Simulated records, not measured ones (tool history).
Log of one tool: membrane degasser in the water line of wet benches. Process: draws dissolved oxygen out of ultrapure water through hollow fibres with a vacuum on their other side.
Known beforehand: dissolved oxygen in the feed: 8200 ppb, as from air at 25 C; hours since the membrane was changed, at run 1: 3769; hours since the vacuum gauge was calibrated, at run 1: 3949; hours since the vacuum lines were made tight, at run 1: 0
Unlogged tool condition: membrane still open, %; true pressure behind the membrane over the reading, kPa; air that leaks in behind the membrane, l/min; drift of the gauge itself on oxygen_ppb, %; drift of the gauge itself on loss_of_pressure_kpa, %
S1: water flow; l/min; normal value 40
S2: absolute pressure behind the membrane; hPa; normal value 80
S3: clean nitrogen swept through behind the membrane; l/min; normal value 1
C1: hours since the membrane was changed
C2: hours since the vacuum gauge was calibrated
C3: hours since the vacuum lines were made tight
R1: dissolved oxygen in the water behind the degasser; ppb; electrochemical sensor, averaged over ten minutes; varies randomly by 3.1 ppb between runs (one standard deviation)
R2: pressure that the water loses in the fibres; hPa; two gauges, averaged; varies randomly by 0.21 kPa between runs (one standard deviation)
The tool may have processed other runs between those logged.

| run | hour | S1 | S2 | S3 | C1 | C2 | C3 | R1 | R2 |
|---|---|---|---|---|---|---|---|---|---|
| 1 | 0 | 40 | 80 | 1 | 3769 | 3949 | 0 | 389.9 | 518.6 |
| 2 | 152.6 | 40 | 80 | 1 | 3922 | 4102 | 153 | 395.6 | 516.3 |
| 3 | 231.4 | 40 | 80 | 1 | 4001 | 4180 | 231 | 399 | 518.1 |
| 4 | 327 | 40 | 80 | 1 | 4096 | 4276 | 327 | 396.4 | 519.5 |
| 5 | 398.1 | 40 | 80 | 1 | 4167 | 4347 | 398 | 395.5 | 519.1 |
| 6 | 516 | 40 | 80 | 1 | 4285 | 4465 | 516 | 396.9 | 523.9 |
| 7 | 639.9 | 36 | 80 | 1 | 4409 | 4589 | 640 | 368.5 | 469.1 |
| 8 | 716.5 | 40 | 80.1 | 1 | 4486 | 4666 | 716 | 398.4 | 516.1 |
| 9 | 841.1 | 61 | 80.1 | 1 | 4610 | 4790 | 841 | 581.1 | 793.9 |
| 10 | 955.4 | 40 | 146.6 | 1 | 4725 | 4904 | 955 | 875.4 | 524.1 |
| 11 | 1031.9 | 40 | 80 | 1 | 4801 | 4981 | 1032 | 396.1 | 524.1 |
| 12 | 1180.1 | 40 | 148.3 | 1 | 4949 | 5129 | 1180 | 884.9 | 523.3 |
| 13 | 1327.3 | 40 | 148.3 | 1 | 5096 | 5276 | 1327 | 891.2 | 521.4 |
| 14 | 1463 | 63 | 148.3 | 1 | 5232 | 5412 | 1463 | 1236.9 | 826.2 |
| 15 | 1626.2 | 40 | 80 | 1 | 5395 | 5575 | 1626 | 398 | 523.5 |
| 16 | 1772.6 | 35 | 80 | 1 | 5542 | 5722 | 1773 | 358.2 | 458.7 |
| 17 | 1858.7 | 35 | 80 | 1 | 5628 | 5808 | 1859 | 357.4 | 462.9 |
| 18 | 1999.9 | 35 | 80 | 1 | 5769 | 5949 | 2000 | 360.1 | 459.3 |
| 19 | 2091.3 | 43 | 62.8 | 1.48 | 5860 | 6040 | 2091 | 217.8 | 564.3 |
| 20 | 2191.3 | 43 | 62.8 | 1.48 | 5960 | 6140 | 2191 | 216.1 | 567.5 |
| 21 | 2296.6 | 50 | 75 | 1.9 | 6066 | 6246 | 2297 | 281.1 | 659.9 |
| 22 | 2440.5 | 50 | 110.4 | 2.57 | 6210 | 6390 | 2440 | 368.8 | 657.3 |
| 23 | 2521 | 29 | 129.1 | 1.05 | 6290 | 6470 | 2521 | 552.7 | 383.6 |
| 24 | 2632.6 | 48 | 129.1 | 0.44 | 6402 | 6582 | 2633 | 1443.3 | 633.3 |
| 25 | 2787 | 35 | 87.3 | 0.44 | 6556 | 6736 | 2787 | 733.2 | 458.5 |

Run 26 comes next. What will it give?
| 26 | 2935.9 | 35 | 87.3 | 0.44 | 6705 | 6885 | 2936 | ? | ? |

Run 26 yielded R1 735.8 ppb, R2 464 hPa.
Take away the tool's hidden state, keep the run-to-run variation as it was, and the same run would have given R1 693.4 ppb, R2 447.4 hPa.

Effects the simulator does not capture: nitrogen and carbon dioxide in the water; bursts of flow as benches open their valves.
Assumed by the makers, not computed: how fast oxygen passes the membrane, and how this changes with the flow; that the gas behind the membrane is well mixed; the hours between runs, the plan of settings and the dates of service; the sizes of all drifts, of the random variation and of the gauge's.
